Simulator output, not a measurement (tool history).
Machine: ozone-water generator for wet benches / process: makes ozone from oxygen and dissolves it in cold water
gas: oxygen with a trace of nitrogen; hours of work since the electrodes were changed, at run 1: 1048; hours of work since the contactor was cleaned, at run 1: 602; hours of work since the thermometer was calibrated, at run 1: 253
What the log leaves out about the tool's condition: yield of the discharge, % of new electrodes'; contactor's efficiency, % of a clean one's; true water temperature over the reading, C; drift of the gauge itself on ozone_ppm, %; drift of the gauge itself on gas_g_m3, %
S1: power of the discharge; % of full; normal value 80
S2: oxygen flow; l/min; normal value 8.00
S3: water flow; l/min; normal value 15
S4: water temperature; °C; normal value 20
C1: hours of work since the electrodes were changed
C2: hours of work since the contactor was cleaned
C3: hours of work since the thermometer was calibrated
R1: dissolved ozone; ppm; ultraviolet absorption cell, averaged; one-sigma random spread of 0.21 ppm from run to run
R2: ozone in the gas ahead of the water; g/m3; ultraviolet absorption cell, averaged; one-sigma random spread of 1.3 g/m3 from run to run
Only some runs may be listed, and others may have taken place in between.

run     day  S1     S2  S3  S4    C1    C2   C3    R1     R2
  1   0.000  80   8.00  15  20  1048   602  253  30.3  235.9
  2   1.500  80   8.00  15  20  1075   629  280  30.2  234.5
  3   2.596  80   8.00  15  20  1095   649  300  30.2  236.7
  4   3.308  80   8.00  15  20  1108   662  313  30.0  234.8
  5   4.917  80   8.00  15  20  1137   691  342  30.2  236.3
  6   5.804  80   8.00  21  20  1153   708  358  23.2  237.8
  7   7.525  81   8.00  21  20  1185   739  390  23.3  241.4
  8   8.875  81   8.00   9  20  1209   763  414  41.1  239.6
  9   9.621  80   8.00  15  20  1223   777  428  30.1  238.4
 10  10.775  80   8.00  15  20  1244   798  449  29.7  238.6
 11  11.754  59   8.00  15  20  1262   816  467  22.6  182.6
 12  12.671  59   8.00  15  20  1278   833  483  22.7  182.0
 13  13.392  59   8.00  15  20  1291   846  496  22.7  182.4
 14  14.967  80   8.00  21  20  1320   874  525  23.1  238.5
 15  16.475  80   8.00  15  20  1348   902  553  30.3  239.2
 16  17.492  80   8.00  15  20  1366   920  571  30.0  239.6
 17  18.700  80  14.18  15  20  1388   942  593  25.1  170.6
 18  19.971  51   8.00  18  20  1411   965  616  17.7  160.1
 19  21.729  51   8.00  18  20  1443   998  648  17.4  160.1
     22.388  -- gauge calibrated
 20  22.483  51   8.00  18  20  1457  1011  662  17.4  157.1
 21  23.979  44   8.00  15  20  1484  1038  689  17.5  136.6
 22  24.862  59   7.52  13  18  1500  1054  705  26.6  188.0
 23  26.521  52   7.52  13  18  1530  1085  735  23.7  166.4
 24  27.396  80   4.95  15  17  1546  1101  751  34.5  314.6
 25  28.517  44   8.00  15  22  1567  1121  772  16.7  139.5
 26  29.612  82   5.18  18  15  1587  1141  792  31.0  314.9
 27  30.742  80   8.00  19  20  1607  1162  812  24.9  237.8
 28  31.767  74   6.52  13  20  1626  1180  831  32.2  253.0
 29  33.250  80   7.28  15  20  1653  1207  858  30.7  252.8
 30  34.625  70   5.21  15  23  1678  1232  883  27.6  274.5
 31  35.629  70   5.13  17  23  1696  1251  901  25.1  277.7
 32  37.279  51   4.08  21  21  1726  1281  931  16.0  242.2

Each run again, without the hidden state but with its own random variation kept:
run     R2
  1  236.2
  2  234.4
  3  236.2
  4  234.1
  5  235.1
  6  236.4
  7  239.5
  8  237.3
  9  235.8
 10  235.7
 11  180.1
 12  179.3
 13  179.6
 14  234.5
 15  234.7
 16  234.9
 17  167.0
 18  156.4
 19  156.0
 20  157.2
 21  136.4
 22  187.6
 23  165.7
 24  313.1
 25  138.6
 26  312.6
 27  235.7
 28  250.4
 29  249.8
 30  270.8
 31  273.6
 32  238.1
For R1, the value without the hidden state is never more than 0.1 ppm from the measured value.

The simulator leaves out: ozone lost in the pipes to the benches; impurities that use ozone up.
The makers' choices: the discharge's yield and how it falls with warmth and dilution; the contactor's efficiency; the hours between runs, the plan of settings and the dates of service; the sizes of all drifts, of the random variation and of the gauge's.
